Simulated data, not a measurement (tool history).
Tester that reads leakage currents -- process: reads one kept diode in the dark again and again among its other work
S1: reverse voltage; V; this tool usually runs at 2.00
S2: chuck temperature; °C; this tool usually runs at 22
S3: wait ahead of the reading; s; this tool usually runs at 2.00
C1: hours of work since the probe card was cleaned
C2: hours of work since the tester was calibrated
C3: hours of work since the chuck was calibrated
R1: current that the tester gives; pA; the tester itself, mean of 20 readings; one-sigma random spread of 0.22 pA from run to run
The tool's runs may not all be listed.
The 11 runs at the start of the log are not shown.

{"hour": 330.5, "done": "probe card cleaned and baked"}
{"run": 12, "hour": 371.1, "S1": 2.0, "S2": 22, "S3": 2.0, "C1": 21, "C2": 631, "C3": 631, "R1": 66.86}
{"run": 13, "hour": 400.1, "S1": 2.0, "S2": 22, "S3": 2.0, "C1": 36, "C2": 646, "C3": 646, "R1": 66.66}
{"hour": 424.5, "done": "probe card cleaned and baked, once more"}
{"run": 14, "hour": 448.6, "S1": 2.0, "S2": 22, "S3": 0.37, "C1": 12, "C2": 669, "C3": 669, "R1": 67.37}
{"run": 15, "hour": 470.9, "S1": 2.0, "S2": 22, "S3": 0.37, "C1": 24, "C2": 680, "C3": 680, "R1": 67.45}
{"run": 16, "hour": 498.4, "S1": 5.94, "S2": 22, "S3": 2.0, "C1": 38, "C2": 694, "C3": 694, "R1": 122.39}
{"run": 17, "hour": 532.1, "S1": 5.94, "S2": 22, "S3": 2.0, "C1": 55, "C2": 712, "C3": 712, "R1": 122.91}
{"run": 18, "hour": 561.5, "S1": 2.0, "S2": 22, "S3": 2.0, "C1": 70, "C2": 727, "C3": 727, "R1": 65.04}
{"run": 19, "hour": 609.8, "S1": 2.0, "S2": 22, "S3": 2.0, "C1": 95, "C2": 751, "C3": 751, "R1": 64.97}
{"run": 20, "hour": 655.9, "S1": 2.0, "S2": 22, "S3": 2.0, "C1": 118, "C2": 775, "C3": 775, "R1": 64.86}
{"run": 21, "hour": 688.6, "S1": 2.0, "S2": 22, "S3": 2.0, "C1": 135, "C2": 792, "C3": 792, "R1": 64.52}
{"run": 22, "hour": 712.1, "S1": 17.55, "S2": 22, "S3": 5.45, "C1": 147, "C2": 804, "C3": 804, "R1": 225.45}
{"run": 23, "hour": 742.6, "S1": 11.11, "S2": 22, "S3": 6.24, "C1": 162, "C2": 819, "C3": 819, "R1": 172.53}
{"run": 24, "hour": 790.5, "S1": 11.11, "S2": 22, "S3": 6.24, "C1": 187, "C2": 844, "C3": 844, "R1": 171.53}
{"run": 25, "hour": 828.2, "S1": 11.11, "S2": 22, "S3": 6.24, "C1": 206, "C2": 863, "C3": 863, "R1": 172.3}
{"run": 26, "hour": 856.8, "S1": 10.7, "S2": 26, "S3": 0.37, "C1": 221, "C2": 877, "C3": 877, "R1": 237.85}
{"run": 27, "hour": 899.2, "S1": 12.7, "S2": 43, "S3": 4.78, "C1": 242, "C2": 899, "C3": 899, "R1": 880.16}
{"run": 28, "hour": 926.9, "S1": 4.67, "S2": 32, "S3": 0.44, "C1": 256, "C2": 913, "C3": 913, "R1": 228.17}
{"run": 29, "hour": 969.1, "S1": 4.67, "S2": 32, "S3": 0.44, "C1": 278, "C2": 935, "C3": 935, "R1": 226.65}

Run 30, settings as shown, results not yet in. Your forecast:
{"run": 30, "hour": 1011.4, "S1": 4.67, "S2": 32, "S3": 0.44, "C1": 300, "C2": 956, "C3": 956, "R1": "?"}

R1: 225.61 pA
With no hidden state in the tool, this same run would have given R1 251.95 pA.
